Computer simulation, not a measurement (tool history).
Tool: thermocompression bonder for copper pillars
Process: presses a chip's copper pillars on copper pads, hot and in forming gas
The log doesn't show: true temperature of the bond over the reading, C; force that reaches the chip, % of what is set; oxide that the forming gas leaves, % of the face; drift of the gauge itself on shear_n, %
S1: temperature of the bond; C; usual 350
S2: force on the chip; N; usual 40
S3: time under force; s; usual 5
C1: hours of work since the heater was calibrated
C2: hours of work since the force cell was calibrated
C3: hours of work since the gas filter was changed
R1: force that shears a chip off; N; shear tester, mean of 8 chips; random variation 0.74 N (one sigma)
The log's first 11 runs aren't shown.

run   hour   S1  S2  S3   C1   C2   C3    R1
 12  130.4  350  40   6  390   82  123  50.7
 13  142.3  350  40   6  397   90  130  50.5
 14    158  350  40   6  407   99  140  52.3
 15  166.1  331  40   6  412  105  145  42.3
 16  178.6  331  40   6  420  112  152  42.4
 17  186.4  331  40   6  425  117  157  41.6
 18  201.5  331  40   6  434  126  167  41.9
 19  211.1  331  40   6  440  132  173  40.9

Run 20 comes next. What will it give?
 20  226.6  347  40   6  450  142  182   ?

Run 20 gave R1 49 N.
Without the tool's hidden state the same run would have given R1 57.2 N.

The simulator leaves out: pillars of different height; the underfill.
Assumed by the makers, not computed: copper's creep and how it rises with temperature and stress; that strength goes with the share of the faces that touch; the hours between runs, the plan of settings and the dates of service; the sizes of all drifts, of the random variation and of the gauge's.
